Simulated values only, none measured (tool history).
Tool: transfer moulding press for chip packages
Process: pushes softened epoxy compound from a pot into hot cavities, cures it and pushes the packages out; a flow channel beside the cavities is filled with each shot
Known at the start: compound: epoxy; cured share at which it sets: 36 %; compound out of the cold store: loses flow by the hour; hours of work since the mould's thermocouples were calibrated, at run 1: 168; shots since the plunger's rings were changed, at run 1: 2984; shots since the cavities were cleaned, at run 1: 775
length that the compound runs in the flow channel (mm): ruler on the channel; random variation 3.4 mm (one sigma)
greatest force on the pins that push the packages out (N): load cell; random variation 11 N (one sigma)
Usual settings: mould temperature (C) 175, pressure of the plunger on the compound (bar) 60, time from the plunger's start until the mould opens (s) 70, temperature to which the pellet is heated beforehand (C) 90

run    day  mould temperature (C)  pressure of the plunger on the compound (bar)  time from the plunger's start until the mould opens (s)  temperature to which the pellet is heated beforehand (C)  hours of work since the mould's thermocouples were calibrated  shots since the plunger's rings were changed  shots since the cavities were cleaned  incoming compound's hours out of the cold store  length that the compound runs in the flow channel (mm)  greatest force on the pins that push the packages out (N)
  1      0                    175                                             60                                                       70                                                        90                                                            168                                          2984                                    775                                             36.4                                                     890                                                        900
  2  0.275                    175                                             60                                                       70                                                        90                                                            172                                          3073                                    864                                             35.8                                                     901                                                        930
  3  0.462                    175                                             60                                                       70                                                        90                                                            174                                          3133                                    924                                             22.7                                                     967                                                        952
     0.679  -- cavities cleaned with cleaning compound and waxed
  4  0.746                    175                                             60                                                       70                                                        90                                                            176                                          3204                                     21                                             11.7                                                    1011                                                        523
  5  0.942                    175                                             60                                                       70                                                        90                                                            179                                          3268                                     85                                             23.7                                                     952                                                        559
  6  1.229                    175                                             60                                                       70                                                        90                                                            182                                          3361                                    178                                             10.9                                                    1019                                                        650
  7  1.596                    175                                             60                                                       70                                                        90                                                            187                                          3478                                    295                                             20.4                                                     963                                                        764
  8  1.938                    175                                             60                                                       55                                                        82                                                            191                                          3589                                    406                                             20.6                                                     962                                                       1510
  9  2.112                    175                                           65.3                                                       79                                                        90                                                            193                                          3645                                    462                                               14                                                    1039                                                        722
 10  2.329                    175                                           53.5                                                       54                                                        90                                                            195                                          3715                                    532                                             35.3                                                     848                                                       1520

Forecast run 11:
     2.775  -- plunger's sealing rings changed
 11  2.804                    176                                             60                                                       70                                                        88                                                            200                                            10                                    652                                             44.4                                                       ?                                                          ?

{"run 11": {"length that the compound runs in the flow channel (mm)": 898, "greatest force on the pins that push the packages out (N)": 846}}
Without the tool's hidden state the same run would have given length that the compound runs in the flow channel (mm) 901, greatest force on the pins that push the packages out (N) 445.
